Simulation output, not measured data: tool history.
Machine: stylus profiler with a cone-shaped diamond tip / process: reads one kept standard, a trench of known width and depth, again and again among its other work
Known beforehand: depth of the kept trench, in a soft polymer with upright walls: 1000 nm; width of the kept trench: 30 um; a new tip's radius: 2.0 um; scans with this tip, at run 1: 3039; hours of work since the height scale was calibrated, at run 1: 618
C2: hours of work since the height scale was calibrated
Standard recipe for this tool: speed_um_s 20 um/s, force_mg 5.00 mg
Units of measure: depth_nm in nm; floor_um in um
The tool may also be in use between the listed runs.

Run 1, hour 0.0: usual settings; scans with this tip 3039; C2 618. Result: depth_nm 1013.99 nm, floor_um 25.44 um.
Run 2, hour 78.8: usual settings; scans with this tip 3293; C2 670. Result: depth_nm 1014.56 nm, floor_um 25.36 um.
Run 3, hour 221.7: usual settings but speed_um_s 6 um/s; scans with this tip 3754; C2 764. Result: depth_nm 1015.02 nm, floor_um 25.20 um.
Run 4, hour 334.2: usual settings but speed_um_s 28 um/s; scans with this tip 4117; C2 837. Result: depth_nm 1015.76 nm, floor_um 25.07 um.
Run 5, hour 429.2: usual settings but speed_um_s 28 um/s; scans with this tip 4423; C2 900. Result: depth_nm 1015.43 nm, floor_um 25.00 um.
Run 6, hour 523.0: usual settings but speed_um_s 28 um/s; scans with this tip 4725; C2 961. Result: depth_nm 1015.61 nm, floor_um 24.88 um.
Run 7, hour 615.6: usual settings but speed_um_s 28 um/s; scans with this tip 5024; C2 1022. Result: depth_nm 1016.49 nm, floor_um 24.80 um.
Run 8, hour 676.9: usual settings but speed_um_s 28 um/s; scans with this tip 5222; C2 1062. Result: depth_nm 1016.57 nm, floor_um 24.79 um.
Run 9, hour 739.7: usual settings but force_mg 6.81 mg; scans with this tip 5424; C2 1104. Result: depth_nm 1019.40 nm, floor_um 24.70 um.
Run 10, hour 864.5: usual settings but force_mg 5.69 mg; scans with this tip 5826; C2 1185. Result: depth_nm 1018.16 nm, floor_um 24.64 um.
Run 11, hour 938.6: usual settings; scans with this tip 6065; C2 1234. Result: depth_nm 1017.10 nm, floor_um 24.54 um.
Run 12, hour 1023.6: usual settings; scans with this tip 6339; C2 1290. Result: depth_nm 1017.79 nm, floor_um 24.48 um.
Run 13, hour 1133.0: usual settings; scans with this tip 6692; C2 1362. Result: depth_nm 1017.61 nm, floor_um 24.37 um.
Run 14, hour 1204.4: usual settings; scans with this tip 6922; C2 1408. Result: depth_nm 1018.35 nm, floor_um 24.29 um.
Run 15, hour 1265.7: usual settings; scans with this tip 7120; C2 1449. Result: depth_nm 1018.18 nm, floor_um 24.30 um.
Run 16, hour 1349.1: usual settings; scans with this tip 7389; C2 1503. Result: depth_nm 1018.96 nm, floor_um 24.17 um.
Run 17, hour 1443.6: usual settings; scans with this tip 7693; C2 1565. Result: depth_nm 1019.09 nm, floor_um 24.03 um.
Run 18, hour 1514.6: usual settings; scans with this tip 7923; C2 1612. Result: depth_nm 1019.23 nm, floor_um 24.06 um.
Run 19, hour 1650.7: usual settings; scans with this tip 8361; C2 1701. Result: depth_nm 1019.31 nm, floor_um 23.91 um.
Run 20, hour 1718.1: usual settings but speed_um_s 13 um/s; scans with this tip 8578; C2 1745. Result: depth_nm 1019.88 nm, floor_um 23.91 um.
Run 21, hour 1849.9: usual settings but speed_um_s 68 um/s; scans with this tip 9003; C2 1832. Result: depth_nm 1019.82 nm, floor_um 23.70 um.
At hour 1917.9: height scale calibrated on a step standard.
Run 22, hour 1993.9: usual settings but speed_um_s 68 um/s; scans with this tip 9466; C2 50. Result: depth_nm 1012.27 nm, floor_um 23.58 um.
Run 23, hour 2122.5: usual settings but speed_um_s 6 um/s; scans with this tip 9881; C2 134. Result: depth_nm 1012.82 nm, floor_um 23.58 um.
Run 24, hour 2239.4: usual settings but speed_um_s 6 um/s; scans with this tip 10258; C2 211. Result: depth_nm 1012.85 nm, floor_um 23.52 um.
Run 25, hour 2363.2: usual settings but speed_um_s 6 um/s; scans with this tip 10657; C2 292. Result: depth_nm 1013.55 nm, floor_um 23.36 um.
Run 26, hour 2440.1: usual settings but speed_um_s 6 um/s; scans with this tip 10905; C2 343. Result: depth_nm 1013.26 nm, floor_um 23.34 um.
At hour 2513.9: new tip fitted, height scale calibrated.
Run 27, hour 2576.6: usual settings but speed_um_s 16 um/s, force_mg 13.23 mg; scans with this tip 202; C2 41. Result: depth_nm 1022.27 nm, floor_um 26.40 um.
Run 28, hour 2650.1: usual settings but speed_um_s 16 um/s, force_mg 5.12 mg; scans with this tip 439; C2 89. Result: depth_nm 1011.57 nm, floor_um 26.30 um.
Run 29, hour 2735.1: usual settings but speed_um_s 16 um/s, force_mg 12.48 mg; scans with this tip 713; C2 145. Result: depth_nm 1021.50 nm, floor_um 26.19 um.
Run 30, hour 2828.9: usual settings but speed_um_s 16 um/s, force_mg 12.48 mg; scans with this tip 1016; C2 207. Result: depth_nm 1021.57 nm, floor_um 26.06 um.
Run 31, hour 2916.3: usual settings but speed_um_s 30 um/s, force_mg 6.39 mg; scans with this tip 1298; C2 264. Result: depth_nm 1014.37 nm, floor_um 25.97 um.
Run 32, hour 3039.9: usual settings but speed_um_s 9 um/s, force_mg 1.82 mg; scans with this tip 1696; C2 345. Result: depth_nm 1007.13 nm, floor_um 25.80 um.
Run 33, hour 3140.8: usual settings but speed_um_s 5 um/s, force_mg 2.87 mg; scans with this tip 2021; C2 411. Result: depth_nm 1009.47 nm, floor_um 25.76 um.
Run 34, hour 3268.6: usual settings but speed_um_s 5 um/s, force_mg 7.65 mg; scans with this tip 2433; C2 495. Result: depth_nm 1017.07 nm, floor_um 25.56 um.
Run 35, hour 3344.9: usual settings but speed_um_s 52 um/s, force_mg 2.39 mg; scans with this tip 2679; C2 545. Result: depth_nm 1009.09 nm, floor_um 25.45 um.
Run 36, hour 3412.9: usual settings but speed_um_s 52 um/s, force_mg 3.70 mg; scans with this tip 2899; C2 590. Result: depth_nm 1011.93 nm, floor_um 25.34 um.
Run 37, hour 3486.7: usual settings but speed_um_s 6 um/s, force_mg 12.69 mg; scans with this tip 3136; C2 638. Result: depth_nm 1023.99 nm, floor_um 25.38 um.
Run 38, hour 3613.9: usual settings but force_mg 9.07 mg; scans with this tip 3547; C2 722. Result: depth_nm 1019.83 nm, floor_um 25.23 um.
Run 39, hour 3750.6: usual settings but speed_um_s 15 um/s, force_mg 2.41 mg; scans with this tip 3987; C2 811. Result: depth_nm 1010.14 nm, floor_um 25.08 um.

A few steps of depth_nm between consecutive runs. Split each: what settings, incoming material and random variation would produce without the hidden state, and what is left over for the hidden state, along with gauge scatter present in only one of the two compared results (measured, and without hidden state):
Hidden state present: radius of the tip, um; height scale over the true one, %; drift of the gauge itself on depth_nm, %; drift of the gauge itself on floor_um, %.
Run 2 -> 3: speed_um_s 20 -> 6. depth_nm +0.46 nm: hidden state +0.47, all else -0.01.
Run 21 -> 22: height scale calibrated on a step standard. depth_nm -7.55 nm: hidden state -7.94, all else +0.39.
Run 26 -> 27: speed_um_s 6 -> 16, force_mg 5.00 -> 13.23, new tip fitted, height scale calibrated. depth_nm +9.01 nm: hidden state -2.29, all else +11.30.
Run 27 -> 28: force_mg 13.23 -> 5.12. depth_nm -10.70 nm: hidden state +0.22, all else -10.92.
Run 28 -> 29: force_mg 5.12 -> 12.48. depth_nm +9.93 nm: hidden state +0.25, all else +9.68.
Run 36 -> 37: speed_um_s 52 -> 6, force_mg 3.70 -> 12.69. depth_nm +12.06 nm: hidden state +0.24, all else +11.82.
